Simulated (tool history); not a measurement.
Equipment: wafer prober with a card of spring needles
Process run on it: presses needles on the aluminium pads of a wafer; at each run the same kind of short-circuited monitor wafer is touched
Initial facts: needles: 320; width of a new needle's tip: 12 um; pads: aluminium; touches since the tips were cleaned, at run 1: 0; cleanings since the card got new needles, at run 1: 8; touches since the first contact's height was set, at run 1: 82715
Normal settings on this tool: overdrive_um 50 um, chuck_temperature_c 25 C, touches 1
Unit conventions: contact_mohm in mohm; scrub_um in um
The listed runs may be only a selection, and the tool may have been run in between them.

run,day,overdrive_um,chuck_temperature_c,touches,touches since the tips were cleaned,cleanings since the card got new needles,touches since the first contact's height was set,contact_mohm,scrub_um
1,0.000,50,25,1,0,8,82715,237,12.32
2,0.417,50,25,1,2696,8,85411,300,12.33
3,0.829,50,25,2,5351,8,88066,290,12.31
4,1.279,52,25,1,8265,8,90980,350,12.79
# day 1.358: tips cleaned on abrasive film
5,1.646,52,25,1,1849,9,93310,278,12.79
6,1.908,52,25,1,3545,9,95006,304,12.81
7,2.362,50,25,1,6479,9,97940,346,12.31
# day 2.688: tips cleaned on abrasive film
8,2.688,50,25,1,0,10,99994,237,12.34
9,3.062,50,25,1,2432,10,102426,296,12.35
10,3.317,50,25,1,4066,10,104060,326,12.42
11,3.671,50,25,1,6353,10,106347,346,12.34
12,3.979,50,25,1,8342,10,108336,359,12.45
# day 4.017: tips cleaned on abrasive film
13,4.362,50,25,1,2246,11,110788,295,12.33
# day 4.396: height of the first contact set anew
14,4.633,50,111,1,3910,11,1528,334,12.26
15,4.983,50,111,1,6160,11,3778,354,12.35
16,5.212,50,111,1,7645,11,5263,370,12.31
# day 5.367: tips cleaned on abrasive film
17,5.558,50,111,1,1221,12,7459,285,12.23
18,5.979,50,25,2,3957,12,10195,278,12.34
# day 6.304: height of the first contact set anew, once more
19,6.433,50,85,2,6786,12,811,313,12.54
# day 6.725: tips cleaned on abrasive film
20,6.796,69,85,1,482,13,3148,252,17.46
21,7.138,50,57,1,2679,13,5345,304,12.56
22,7.504,50,57,1,5051,13,7717,336,12.49
23,7.821,30,93,1,7083,13,9749,539,7.46
# day 8.058: tips cleaned on abrasive film
24,8.308,30,112,1,1626,14,12875,376,7.46
25,8.700,46,47,2,4147,14,15396,302,11.56
26,8.958,46,47,2,5826,14,17075,311,11.52
27,9.221,46,98,2,7502,14,18751,334,11.48
# day 9.383: tips cleaned on abrasive film
28,9.438,50,25,3,367,15,20135,237,12.44
29,9.808,50,25,3,2765,15,22533,254,12.55
30,10.083,37,84,3,4539,15,24307,311,9.23
31,10.517,40,59,2,7325,15,27093,346,9.93
# day 10.721: tips cleaned on abrasive film
32,10.729,58,53,3,46,16,28436,234,14.29
33,11.058,44,83,1,2181,16,30571,319,10.90
34,11.533,42,25,1,5237,16,33627,373,10.45
35,11.933,53,25,2,7806,16,36196,296,13.17

Predict each of these 3 candidate next runs independently; none follows another, all start after run 35:
# day 12.054: tips cleaned on abrasive film
A,12.275,60,31,2,1431,17,38387,?,?
# day 12.054: tips cleaned on abrasive film
B,12.275,33,35,2,1431,17,38387,?,?
# day 12.054: tips cleaned on abrasive film
C,12.275,50,33,2,1431,17,38387,?,?

run,contact_mohm,scrub_um
A,253,15.06
B,307,8.09
C,262,12.44
With no hidden state in the tool, these same runs would have given:
run,contact_mohm,scrub_um
A,230,15.17
B,243,8.20
C,232,12.55

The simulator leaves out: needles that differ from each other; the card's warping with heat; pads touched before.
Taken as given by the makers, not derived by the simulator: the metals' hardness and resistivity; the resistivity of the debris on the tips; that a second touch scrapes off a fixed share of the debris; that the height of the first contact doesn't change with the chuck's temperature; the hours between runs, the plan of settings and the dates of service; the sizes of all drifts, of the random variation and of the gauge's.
